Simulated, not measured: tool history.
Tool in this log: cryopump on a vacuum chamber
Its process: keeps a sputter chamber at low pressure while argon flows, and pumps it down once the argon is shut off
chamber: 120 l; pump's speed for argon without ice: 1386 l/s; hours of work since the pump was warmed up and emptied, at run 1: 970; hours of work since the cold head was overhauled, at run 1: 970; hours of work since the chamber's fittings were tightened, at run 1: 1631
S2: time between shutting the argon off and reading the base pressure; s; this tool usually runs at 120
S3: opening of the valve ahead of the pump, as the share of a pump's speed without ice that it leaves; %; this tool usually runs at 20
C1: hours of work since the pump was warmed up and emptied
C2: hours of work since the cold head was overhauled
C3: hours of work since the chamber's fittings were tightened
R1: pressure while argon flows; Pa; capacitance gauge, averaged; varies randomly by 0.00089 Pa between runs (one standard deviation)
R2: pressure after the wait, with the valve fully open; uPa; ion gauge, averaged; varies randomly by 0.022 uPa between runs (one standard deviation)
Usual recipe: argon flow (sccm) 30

run 1 day=0.000 | argon_flow_(sccm)=30 S2=120 S3=20 | C1=970 C2=970 C3=1631 | R1=0.2002 R2=1.86
run 2 day=1.638 | argon_flow_(sccm)=30 S2=120 S3=48 | C1=986 C2=986 C3=1647 | R1=0.0930 R2=1.94
run 3 day=3.338 | argon_flow_(sccm)=30 S2=78 S3=20 | C1=1003 C2=1003 C3=1663 | R1=0.2022 R2=2.17
run 4 day=6.929 | argon_flow_(sccm)=30 S2=78 S3=20 | C1=1037 C2=1037 C3=1698 | R1=0.2015 R2=2.17
-- day=9.467 pump warmed up, emptied and cooled again
run 5 day=9.650 | argon_flow_(sccm)=30 S2=120 S3=23 | C1=2 C2=1061 C3=1722 | R1=0.1603 R2=1.46
run 6 day=12.375 | argon_flow_(sccm)=30 S2=120 S3=23 | C1=28 C2=1088 C3=1748 | R1=0.1593 R2=1.49
run 7 day=16.217 | argon_flow_(sccm)=30 S2=120 S3=23 | C1=65 C2=1125 C3=1785 | R1=0.1619 R2=1.56
run 8 day=18.446 | argon_flow_(sccm)=30 S2=120 S3=23 | C1=86 C2=1146 C3=1807 | R1=0.1607 R2=1.58
run 9 day=21.758 | argon_flow_(sccm)=30 S2=120 S3=20 | C1=118 C2=1178 C3=1839 | R1=0.1862 R2=1.56
run 10 day=24.638 | argon_flow_(sccm)=30 S2=120 S3=20 | C1=146 C2=1206 C3=1866 | R1=0.1852 R2=1.53
run 11 day=26.296 | argon_flow_(sccm)=30 S2=177 S3=20 | C1=162 C2=1222 C3=1882 | R1=0.1853 R2=1.52
run 12 day=28.771 | argon_flow_(sccm)=30 S2=177 S3=20 | C1=186 C2=1245 C3=1906 | R1=0.1865 R2=1.50
run 13 day=30.354 | argon_flow_(sccm)=30 S2=177 S3=20 | C1=201 C2=1261 C3=1921 | R1=0.1863 R2=1.50
run 14 day=33.762 | argon_flow_(sccm)=30 S2=113 S3=20 | C1=234 C2=1293 C3=1954 | R1=0.1866 R2=1.72
run 15 day=37.704 | argon_flow_(sccm)=20 S2=113 S3=26 | C1=272 C2=1331 C3=1992 | R1=0.0967 R2=1.71
run 16 day=40.788 | argon_flow_(sccm)=20 S2=113 S3=26 | C1=302 C2=1361 C3=2022 | R1=0.0970 R2=1.76
run 17 day=43.442 | argon_flow_(sccm)=51 S2=113 S3=52 | C1=327 C2=1387 C3=2047 | R1=0.1283 R2=1.75
run 18 day=45.058 | argon_flow_(sccm)=51 S2=113 S3=52 | C1=343 C2=1402 C3=2063 | R1=0.1289 R2=1.81
run 19 day=46.800 | argon_flow_(sccm)=51 S2=113 S3=52 | C1=359 C2=1419 C3=2080 | R1=0.1293 R2=1.84
run 20 day=50.525 | argon_flow_(sccm)=28 S2=51 S3=50 | C1=395 C2=1455 C3=2115 | R1=0.0741 R2=2.30
run 21 day=53.500 | argon_flow_(sccm)=54 S2=256 S3=20 | C1=424 C2=1483 C3=2144 | R1=0.3394 R2=1.68
run 22 day=55.775 | argon_flow_(sccm)=54 S2=256 S3=27 | C1=446 C2=1505 C3=2166 | R1=0.2577 R2=1.69
run 23 day=58.071 | argon_flow_(sccm)=14 S2=256 S3=27 | C1=468 C2=1527 C3=2188 | R1=0.0662 R2=1.74
run 24 day=61.517 | argon_flow_(sccm)=14 S2=256 S3=27 | C1=501 C2=1561 C3=2221 | R1=0.0670 R2=1.82
run 25 day=65.225 | argon_flow_(sccm)=17 S2=42 S3=30 | C1=537 C2=1596 C3=2257 | R1=0.0755 R2=2.68
run 26 day=68.988 | argon_flow_(sccm)=21 S2=120 S3=20 | C1=573 C2=1633 C3=2293 | R1=0.1348 R2=2.15
run 27 day=71.483 | argon_flow_(sccm)=21 S2=254 S3=27 | C1=597 C2=1657 C3=2317 | R1=0.1014 R2=1.91

5 ways to go on from here, each from the tool as it stands after run 27. What would each give?
run A day=75.279 | argon_flow_(sccm)=30 S2=120 S3=18 | C1=634 C2=1693 C3=2354 | R1=? R2=?
run B day=75.279 | argon_flow_(sccm)=13 S2=37 S3=20 | C1=634 C2=1693 C3=2354 | R1=? R2=?
run C day=75.279 | argon_flow_(sccm)=24 S2=94 S3=47 | C1=634 C2=1693 C3=2354 | R1=? R2=?
run D day=75.279 | argon_flow_(sccm)=27 S2=282 S3=24 | C1=634 C2=1693 C3=2354 | R1=? R2=?
run E day=75.279 | argon_flow_(sccm)=21 S2=26 S3=27 | C1=634 C2=1693 C3=2354 | R1=? R2=?

run=A R1=0.2151 R2=2.10
run=B R1=0.0825 R2=2.95
run=C R1=0.0713 R2=2.31
run=D R1=0.1479 R2=1.94
run=E R1=0.1022 R2=3.49
Without the tool's unlogged condition, the same runs would have read:
run=A R1=0.2043 R2=0.55
run=B R1=0.0779 R2=1.37
run=C R1=0.0627 R2=0.70
run=D R1=0.1382 R2=0.37
run=E R1=0.0947 R2=1.88
